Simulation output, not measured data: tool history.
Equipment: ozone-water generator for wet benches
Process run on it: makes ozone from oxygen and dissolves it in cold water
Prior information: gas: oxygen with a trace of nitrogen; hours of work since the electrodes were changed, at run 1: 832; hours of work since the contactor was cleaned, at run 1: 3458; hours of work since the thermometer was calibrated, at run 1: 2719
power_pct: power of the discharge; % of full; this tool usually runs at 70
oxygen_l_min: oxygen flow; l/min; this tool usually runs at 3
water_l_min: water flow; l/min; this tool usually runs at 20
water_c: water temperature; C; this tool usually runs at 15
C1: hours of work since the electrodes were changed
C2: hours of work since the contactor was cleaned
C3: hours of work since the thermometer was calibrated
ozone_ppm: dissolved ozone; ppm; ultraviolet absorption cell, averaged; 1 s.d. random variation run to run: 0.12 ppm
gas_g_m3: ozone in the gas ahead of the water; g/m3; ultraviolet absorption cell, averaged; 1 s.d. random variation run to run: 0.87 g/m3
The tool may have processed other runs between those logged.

run 1 hour=0 | power_pct=70 oxygen_l_min=3 water_l_min=20 water_c=15 | C1=832 C2=3458 C3=2719 | ozone_ppm=11.6 gas_g_m3=139.7
run 2 hour=60.7 | power_pct=70 oxygen_l_min=3 water_l_min=20 water_c=15 | C1=869 C2=3495 C3=2756 | ozone_ppm=11.8 gas_g_m3=139.2
run 3 hour=121.3 | power_pct=70 oxygen_l_min=3 water_l_min=20 water_c=15 | C1=906 C2=3532 C3=2792 | ozone_ppm=11.7 gas_g_m3=141.1
run 4 hour=158.8 | power_pct=70 oxygen_l_min=3 water_l_min=20 water_c=15 | C1=929 C2=3555 C3=2815 | ozone_ppm=11.8 gas_g_m3=139
run 5 hour=220.7 | power_pct=70 oxygen_l_min=3 water_l_min=19 water_c=15 | C1=966 C2=3592 C3=2853 | ozone_ppm=12.1 gas_g_m3=139.4
run 6 hour=250.4 | power_pct=70 oxygen_l_min=3 water_l_min=19 water_c=15 | C1=984 C2=3610 C3=2871 | ozone_ppm=12.1 gas_g_m3=139.2
run 7 hour=300 | power_pct=70 oxygen_l_min=3 water_l_min=19 water_c=15 | C1=1014 C2=3641 C3=2901 | ozone_ppm=12.3 gas_g_m3=140.8
run 8 hour=331 | power_pct=89 oxygen_l_min=3 water_l_min=20 water_c=15 | C1=1033 C2=3659 C3=2920 | ozone_ppm=14.5 gas_g_m3=172.5
run 9 hour=386.6 | power_pct=89 oxygen_l_min=3 water_l_min=20 water_c=15 | C1=1067 C2=3693 C3=2954 | ozone_ppm=14.6 gas_g_m3=172.8
run 10 hour=454.6 | power_pct=89 oxygen_l_min=3 water_l_min=20 water_c=15 | C1=1108 C2=3735 C3=2995 | ozone_ppm=14.4 gas_g_m3=172.3
run 11 hour=517.1 | power_pct=89 oxygen_l_min=3 water_l_min=19 water_c=15 | C1=1146 C2=3773 C3=3033 | ozone_ppm=15.2 gas_g_m3=173.6
-- hour=575.9 water thermometer calibrated
run 12 hour=576.9 | power_pct=89 oxygen_l_min=3 water_l_min=19 water_c=15 | C1=1183 C2=3809 C3=1 | ozone_ppm=15.1 gas_g_m3=171.8
run 13 hour=629.1 | power_pct=70 oxygen_l_min=3 water_l_min=20 water_c=15 | C1=1214 C2=3840 C3=32 | ozone_ppm=11.5 gas_g_m3=138.7
run 14 hour=673.1 | power_pct=70 oxygen_l_min=3 water_l_min=20 water_c=15 | C1=1241 C2=3867 C3=59 | ozone_ppm=11.8 gas_g_m3=139.3
run 15 hour=736 | power_pct=70 oxygen_l_min=3 water_l_min=29 water_c=15 | C1=1279 C2=3905 C3=97 | ozone_ppm=7.9 gas_g_m3=138.8
run 16 hour=799.6 | power_pct=47 oxygen_l_min=3 water_l_min=18 water_c=15 | C1=1318 C2=3944 C3=136 | ozone_ppm=9.1 gas_g_m3=96.1
run 17 hour=852.1 | power_pct=47 oxygen_l_min=3 water_l_min=18 water_c=8 | C1=1350 C2=3976 C3=168 | ozone_ppm=9.6 gas_g_m3=96.7
run 18 hour=918.7 | power_pct=70 oxygen_l_min=3 water_l_min=24 water_c=16 | C1=1390 C2=4016 C3=208 | ozone_ppm=9.4 gas_g_m3=137.9
run 19 hour=984.3 | power_pct=70 oxygen_l_min=3 water_l_min=24 water_c=16 | C1=1430 C2=4056 C3=248 | ozone_ppm=9.6 gas_g_m3=135.8
-- hour=992.4 contactor cleaned
run 20 hour=1057.4 | power_pct=70 oxygen_l_min=3 water_l_min=24 water_c=16 | C1=1472 C2=39 C3=290 | ozone_ppm=9.1 gas_g_m3=137.2
run 21 hour=1112.3 | power_pct=70 oxygen_l_min=3.9 water_l_min=24 water_c=16 | C1=1506 C2=73 C3=324 | ozone_ppm=9.9 gas_g_m3=121.8
-- hour=1152.3 contactor cleaned, once more
run 22 hour=1152.3 | power_pct=70 oxygen_l_min=3.9 water_l_min=24 water_c=16 | C1=1527 C2=0 C3=346 | ozone_ppm=10.6 gas_g_m3=122.3
run 23 hour=1222.4 | power_pct=70 oxygen_l_min=3.9 water_l_min=24 water_c=16 | C1=1570 C2=43 C3=388 | ozone_ppm=10.7 gas_g_m3=122.5
run 24 hour=1268.1 | power_pct=70 oxygen_l_min=3.9 water_l_min=24 water_c=16 | C1=1598 C2=70 C3=416 | ozone_ppm=10.6 gas_g_m3=122.2
run 25 hour=1298.9 | power_pct=70 oxygen_l_min=3.9 water_l_min=24 water_c=16 | C1=1617 C2=89 C3=435 | ozone_ppm=10.4 gas_g_m3=120.6
run 26 hour=1360 | power_pct=64 oxygen_l_min=3 water_l_min=20 water_c=15 | C1=1654 C2=126 C3=472 | ozone_ppm=10.9 gas_g_m3=127.5
run 27 hour=1415.5 | power_pct=64 oxygen_l_min=3 water_l_min=17 water_c=15 | C1=1687 C2=160 C3=506 | ozone_ppm=12.6 gas_g_m3=126.2
run 28 hour=1446.5 | power_pct=64 oxygen_l_min=3 water_l_min=17 water_c=15 | C1=1706 C2=179 C3=524 | ozone_ppm=12.9 gas_g_m3=127

Expected results for the next run?
run 29 hour=1499.1 | power_pct=64 oxygen_l_min=3 water_l_min=16 water_c=15 | C1=1738 C2=211 C3=556 | ozone_ppm=? gas_g_m3=?

ozone_ppm: 13.5 ppm
gas_g_m3: 125.7 g/m3
Without the tool's hidden state the same run would have given ozone_ppm 14 ppm, gas_g_m3 130.5 g/m3.
